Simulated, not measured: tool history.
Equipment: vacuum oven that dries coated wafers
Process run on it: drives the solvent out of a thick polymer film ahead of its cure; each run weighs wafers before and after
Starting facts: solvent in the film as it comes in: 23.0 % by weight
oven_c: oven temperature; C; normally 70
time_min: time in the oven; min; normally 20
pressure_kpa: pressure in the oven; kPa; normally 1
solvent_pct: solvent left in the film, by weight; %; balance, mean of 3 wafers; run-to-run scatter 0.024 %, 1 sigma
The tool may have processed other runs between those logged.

Run 1, hour 0: usual settings. Result: solvent_pct 1.25 %.
Run 2, hour 49.8: usual settings but pressure_kpa 1.94 kPa. Result: solvent_pct 1.49 %.
Run 3, hour 110.7: usual settings but pressure_kpa 1.94 kPa. Result: solvent_pct 1.52 %.
Run 4, hour 207.3: usual settings but pressure_kpa 1.08 kPa. Result: solvent_pct 1.24 %.
At hour 217.3: vacuum gauge cleaned of residue and calibrated.
Run 5, hour 319.9: usual settings but oven_c 72 C, pressure_kpa 1.08 kPa. Result: solvent_pct 1.02 %.
At hour 332.2: oven's thermocouples calibrated.
Run 6, hour 397.8: usual settings but oven_c 75 C, pressure_kpa 0.75 kPa. Result: solvent_pct 0.91 %.
Run 7, hour 453.4: usual settings but oven_c 75 C, pressure_kpa 0.75 kPa. Result: solvent_pct 0.89 %.
At hour 463: vacuum gauge cleaned of residue and calibrated, once more.
Run 8, hour 543.6: usual settings but oven_c 75 C, pressure_kpa 0.75 kPa. Result: solvent_pct 0.6 %.
Run 9, hour 634.6: usual settings but oven_c 64 C, time_min 34 min, pressure_kpa 2.67 kPa. Result: solvent_pct 1.7 %.
Run 10, hour 741.6: usual settings but oven_c 64 C, time_min 34 min, pressure_kpa 2.67 kPa. Result: solvent_pct 1.69 %.

Below are 4 alternative next runs, each starting from the tool's condition after run 10. Predict each:
Run A, hour 799.6: usual settings but oven_c 80 C, time_min 34 min, pressure_kpa 3.97 kPa. Result: solvent_pct ?.
Run B, hour 799.6: usual settings but oven_c 60 C, time_min 13 min, pressure_kpa 0.57 kPa. Result: solvent_pct ?.
Run C, hour 799.6: usual settings but oven_c 56 C, time_min 22 min, pressure_kpa 1.02 kPa. Result: solvent_pct ?.
Run D, hour 799.6: usual settings but oven_c 79 C, time_min 36 min, pressure_kpa 0.87 kPa. Result: solvent_pct ?.

run  solvent_pct
  A         0.93
  B         6.42
  C          4.8
  D         0.27
The same runs, with their run-to-run variation unchanged, on a tool lacking any hidden condition would have given:
run  solvent_pct
  A         0.93
  B         6.64
  C            5
  D         0.26
